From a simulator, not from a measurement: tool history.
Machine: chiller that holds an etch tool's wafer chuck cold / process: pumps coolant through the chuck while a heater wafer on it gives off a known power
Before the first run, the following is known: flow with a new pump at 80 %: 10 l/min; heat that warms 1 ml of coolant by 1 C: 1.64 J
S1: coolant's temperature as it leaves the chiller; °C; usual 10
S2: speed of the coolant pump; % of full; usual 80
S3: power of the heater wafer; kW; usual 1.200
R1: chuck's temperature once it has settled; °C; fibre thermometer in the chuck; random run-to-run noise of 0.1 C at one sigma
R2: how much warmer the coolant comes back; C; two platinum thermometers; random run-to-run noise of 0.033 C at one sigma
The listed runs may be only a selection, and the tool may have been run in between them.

Run 1, hour 0.0: usual settings. Result: R1 18.9 °C, R2 4.39 C.
Run 2, hour 26.6: usual settings but S1 12 °C. Result: R1 20.8 °C, R2 4.40 C.
Run 3, hour 67.6: usual settings. Result: R1 18.9 °C, R2 4.35 C.
Run 4, hour 112.8: usual settings. Result: R1 18.9 °C, R2 4.39 C.
Run 5, hour 164.5: usual settings but S1 15 °C. Result: R1 23.8 °C, R2 4.37 C.
Run 6, hour 210.8: usual settings. Result: R1 18.7 °C, R2 4.33 C.
Run 7, hour 260.4: usual settings but S3 1.332 kW. Result: R1 19.8 °C, R2 4.80 C.
Run 8, hour 288.8: usual settings but S3 1.332 kW. Result: R1 19.7 °C, R2 4.79 C.
Run 9, hour 326.4: usual settings but S3 1.332 kW. Result: R1 19.8 °C, R2 4.81 C.
Run 10, hour 354.1: usual settings but S1 8 °C, S3 0.668 kW. Result: R1 12.8 °C, R2 2.33 C.
Run 11, hour 389.8: usual settings but S1 7 °C, S2 67 % of full, S3 1.096 kW. Result: R1 16.3 °C, R2 4.68 C.
Run 12, hour 417.9: usual settings but S2 76 % of full, S3 1.430 kW. Result: R1 20.9 °C, R2 5.40 C.
Run 13, hour 458.3: usual settings but S1 12 °C. Result: R1 20.8 °C, R2 4.25 C.
Run 14, hour 503.1: usual settings but S1 15 °C, S2 84 % of full, S3 1.690 kW. Result: R1 27.2 °C, R2 5.81 C.
Run 15, hour 556.8: usual settings but S2 95 % of full. Result: R1 18.1 °C, R2 3.50 C.
Run 16, hour 608.4: usual settings but S1 0 °C, S2 64 % of full, S3 1.061 kW. Result: R1 8.8 °C, R2 4.70 C.
Run 17, hour 650.9: usual settings but S1 0 °C, S2 64 % of full, S3 1.061 kW. Result: R1 9.1 °C, R2 4.69 C.

What if the next run were any one of these 3? Each begins from the tool's condition after run 17:
Run A, hour 708.4: usual settings but S1 2 °C, S2 64 % of full, S3 1.061 kW. Result: R1 ?, R2 ?.
Run B, hour 708.4: usual settings but S1 8 °C, S2 70 % of full. Result: R1 ?, R2 ?.
Run C, hour 708.4: usual settings but S2 99 % of full, S3 1.061 kW. Result: R1 ?, R2 ?.

run    R1    R2
  A  11.0  4.68
  B  17.9  4.87
  C  16.9  2.94
Stripped of hidden state, with their random variation kept, the same runs would have yielded:
run    R1    R2
  A  11.0  4.88
  B  17.9  5.08
  C  16.9  3.15

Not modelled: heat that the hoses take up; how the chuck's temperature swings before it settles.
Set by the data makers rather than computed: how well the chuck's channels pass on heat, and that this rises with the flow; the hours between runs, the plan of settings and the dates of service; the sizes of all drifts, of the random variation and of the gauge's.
